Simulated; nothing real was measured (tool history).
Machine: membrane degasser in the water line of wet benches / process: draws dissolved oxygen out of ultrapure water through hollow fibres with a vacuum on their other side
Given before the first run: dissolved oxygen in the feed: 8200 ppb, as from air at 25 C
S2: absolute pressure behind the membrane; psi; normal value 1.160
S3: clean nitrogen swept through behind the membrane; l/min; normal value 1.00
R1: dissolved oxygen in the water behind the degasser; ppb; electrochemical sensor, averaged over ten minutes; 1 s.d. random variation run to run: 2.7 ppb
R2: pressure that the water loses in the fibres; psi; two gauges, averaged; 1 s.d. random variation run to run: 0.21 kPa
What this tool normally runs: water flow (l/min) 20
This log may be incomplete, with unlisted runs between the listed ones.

run 1 hour=0.0 | water_flow_(l/min)=20 S2=1.160 S3=1.00 | R1=274.9 R2=7.214
run 2 hour=151.6 | water_flow_(l/min)=20 S2=1.160 S3=1.00 | R1=278.5 R2=7.162
run 3 hour=263.2 | water_flow_(l/min)=20 S2=1.160 S3=1.00 | R1=277.0 R2=7.184
run 4 hour=342.5 | water_flow_(l/min)=20 S2=1.160 S3=1.00 | R1=277.1 R2=7.140
run 5 hour=478.7 | water_flow_(l/min)=20 S2=1.160 S3=1.00 | R1=276.2 R2=7.191
run 6 hour=542.0 | water_flow_(l/min)=20 S2=1.160 S3=1.04 | R1=272.3 R2=7.197
run 7 hour=679.8 | water_flow_(l/min)=20 S2=1.160 S3=1.04 | R1=271.8 R2=7.188
run 8 hour=764.0 | water_flow_(l/min)=20 S2=1.160 S3=0.63 | R1=380.3 R2=7.195
run 9 hour=846.8 | water_flow_(l/min)=20 S2=2.338 S3=1.00 | R1=617.9 R2=7.220
run 10 hour=914.1 | water_flow_(l/min)=20 S2=2.338 S3=1.00 | R1=613.9 R2=7.165
-- hour=922.0 vacuum gauge calibrated
run 11 hour=1012.7 | water_flow_(l/min)=20 S2=2.338 S3=1.00 | R1=615.7 R2=7.198
run 12 hour=1119.3 | water_flow_(l/min)=20 S2=2.338 S3=1.00 | R1=624.7 R2=7.220
run 13 hour=1228.7 | water_flow_(l/min)=12 S2=1.160 S3=1.00 | R1=165.8 R2=4.360
run 14 hour=1348.4 | water_flow_(l/min)=12 S2=1.160 S3=1.00 | R1=163.9 R2=4.306
run 15 hour=1423.0 | water_flow_(l/min)=12 S2=1.160 S3=1.00 | R1=163.9 R2=4.287
run 16 hour=1502.9 | water_flow_(l/min)=12 S2=1.160 S3=1.00 | R1=164.6 R2=4.382
-- hour=1555.1 vacuum gauge calibrated, once more
run 17 hour=1600.3 | water_flow_(l/min)=20 S2=0.801 S3=1.00 | R1=164.4 R2=7.217
run 18 hour=1700.4 | water_flow_(l/min)=17 S2=0.898 S3=1.34 | R1=134.6 R2=6.105
run 19 hour=1832.7 | water_flow_(l/min)=25 S2=2.618 S3=0.59 | R1=1191.5 R2=9.045
-- hour=1930.1 seals of the vacuum lines changed
run 20 hour=1966.4 | water_flow_(l/min)=13 S2=2.618 S3=0.59 | R1=692.9 R2=4.670
run 21 hour=2043.2 | water_flow_(l/min)=29 S2=1.014 S3=0.75 | R1=405.3 R2=10.479
run 22 hour=2165.4 | water_flow_(l/min)=29 S2=1.014 S3=0.75 | R1=406.3 R2=10.492
run 23 hour=2236.6 | water_flow_(l/min)=29 S2=1.014 S3=0.75 | R1=406.2 R2=10.525
run 24 hour=2328.4 | water_flow_(l/min)=30 S2=1.197 S3=1.10 | R1=404.3 R2=10.881
run 25 hour=2398.5 | water_flow_(l/min)=30 S2=1.197 S3=1.10 | R1=409.9 R2=10.863
run 26 hour=2472.4 | water_flow_(l/min)=30 S2=1.197 S3=1.10 | R1=409.6 R2=10.926
run 27 hour=2567.9 | water_flow_(l/min)=14 S2=0.831 S3=1.00 | R1=111.0 R2=5.107
run 28 hour=2709.8 | water_flow_(l/min)=14 S2=0.831 S3=1.00 | R1=111.2 R2=5.057
run 29 hour=2782.2 | water_flow_(l/min)=14 S2=1.397 S3=1.00 | R1=233.7 R2=5.094
run 30 hour=2873.9 | water_flow_(l/min)=20 S2=1.271 S3=1.00 | R1=297.8 R2=7.362
run 31 hour=2982.4 | water_flow_(l/min)=18 S2=2.883 S3=1.00 | R1=681.2 R2=6.522

4 ways to go on from here, each from the tool as it stands after run 31. What would each give?
run A hour=3121.8 | water_flow_(l/min)=29 S2=1.214 S3=0.41 | R1=? R2=?
run B hour=3121.8 | water_flow_(l/min)=22 S2=0.722 S3=1.63 | R1=? R2=?
run C hour=3121.8 | water_flow_(l/min)=15 S2=0.914 S3=1.00 | R1=? R2=?
run D hour=3121.8 | water_flow_(l/min)=27 S2=1.478 S3=0.48 | R1=? R2=?

run=A R1=722.6 R2=10.517
run=B R1=129.9 R2=8.009
run=C R1=140.3 R2=5.443
run=D R1=809.3 R2=9.877
Stripped of hidden state, with their random variation kept, the same runs would have yielded:
run=A R1=706.8 R2=10.337
run=B R1=121.9 R2=7.871
run=C R1=134.7 R2=5.350
run=D R1=795.3 R2=9.709
